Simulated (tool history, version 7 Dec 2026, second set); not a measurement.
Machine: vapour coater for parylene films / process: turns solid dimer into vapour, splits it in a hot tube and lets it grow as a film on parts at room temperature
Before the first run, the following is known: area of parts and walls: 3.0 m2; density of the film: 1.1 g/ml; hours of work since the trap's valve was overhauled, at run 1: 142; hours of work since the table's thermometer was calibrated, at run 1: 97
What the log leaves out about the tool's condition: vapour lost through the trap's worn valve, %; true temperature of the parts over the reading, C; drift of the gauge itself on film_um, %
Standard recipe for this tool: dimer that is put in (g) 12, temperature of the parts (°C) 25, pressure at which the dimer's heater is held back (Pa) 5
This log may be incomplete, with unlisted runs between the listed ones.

| run | day | dimer that is put in (g) | temperature of the parts (°C) | pressure at which the dimer's heater is held back (Pa) | hours of work since the trap's valve was overhauled | hours of work since the table's thermometer was calibrated | thickness of the film (µm) |
|---|---|---|---|---|---|---|---|
| 1 | 0 | 12 | 25 | 5 | 142 | 97 | 2.446 |
| 2 | 1.029 | 12 | 25 | 5 | 155 | 110 | 2.438 |
| 3 | 2.008 | 12 | 25 | 5 | 167 | 122 | 2.422 |
| 4 | 2.617 | 12 | 25 | 5 | 175 | 129 | 2.424 |
| 5 | 3.696 | 12 | 25 | 5 | 188 | 143 | 2.405 |
| 6 | 4.454 | 12 | 25 | 5 | 197 | 152 | 2.43 |
| 7 | 5.475 | 12 | 25 | 5 | 210 | 165 | 2.401 |
| 8 | 6.658 | 12 | 25 | 5 | 225 | 179 | 2.401 |
| 9 | 7.562 | 17 | 25 | 5 | 236 | 191 | 3.393 |
| 10 | 8.117 | 17 | 25 | 5 | 243 | 197 | 3.396 |
| 11 | 9.471 | 12 | 25 | 5 | 259 | 214 | 2.389 |
| 12 | 10.621 | 12 | 25 | 5 | 274 | 228 | 2.372 |
| 13 | 11.412 | 12 | 25 | 5 | 283 | 238 | 2.394 |
| 14 | 12.746 | 12 | 25 | 5 | 300 | 255 | 2.383 |
|  | 12.912 | table's thermometer calibrated |
| 15 | 13.367 | 12 | 25 | 5 | 307 | 6 | 2.359 |
| 16 | 13.979 | 13 | 28 | 8.46 | 315 | 13 | 2.111 |
| 17 | 14.783 | 13 | 28 | 8.46 | 325 | 23 | 2.084 |
|  | 15.258 | trap's valve overhauled |
| 18 | 15.783 | 7 | 34 | 5.34 | 6 | 33 | 0.997 |
| 19 | 17.146 | 11 | 35 | 5 | 23 | 50 | 1.49 |
| 20 | 17.933 | 6 | 26 | 11.5 | 33 | 60 | 1.047 |
| 21 | 19.262 | 8 | 27 | 2.82 | 50 | 76 | 1.618 |
| 22 | 19.971 | 10 | 20 | 9.56 | 58 | 85 | 2.258 |
|  | 20.7 | table's thermometer calibrated, once more |
| 23 | 20.7 | 19 | 25 | 11.5 | 67 | 0 | 3.524 |
| 24 | 21.938 | 12 | 33 | 5 | 82 | 15 | 1.808 |
| 25 | 22.512 | 6 | 30 | 2.59 | 89 | 22 | 1.121 |
| 26 | 23.825 | 7 | 19 | 6.24 | 105 | 39 | 1.778 |
| 27 | 25.142 | 7 | 23 | 9.67 | 122 | 55 | 1.422 |

What if the next run were any one of these 5? Each begins from the tool's condition after run 27:
| A | 26.029 | 13 | 30 | 3.54 | 133 | 66 | ? |
| B | 26.029 | 5 | 35 | 11.95 | 133 | 66 | ? |
| C | 26.029 | 7 | 35 | 9.67 | 133 | 66 | ? |
| D | 26.029 | 20 | 31 | 9.67 | 133 | 66 | ? |
| E | 26.029 | 7 | 23 | 10.74 | 133 | 66 | ? |

| run | thickness of the film (µm) |
|---|---|
| A | 2.299 |
| B | 0.615 |
| C | 0.879 |
| D | 2.951 |
| E | 1.401 |
Without the tool's unlogged condition, the same runs would have read:
| run | thickness of the film (µm) |
|---|---|
| A | 2.338 |
| B | 0.625 |
| C | 0.894 |
| D | 3.001 |
| E | 1.425 |
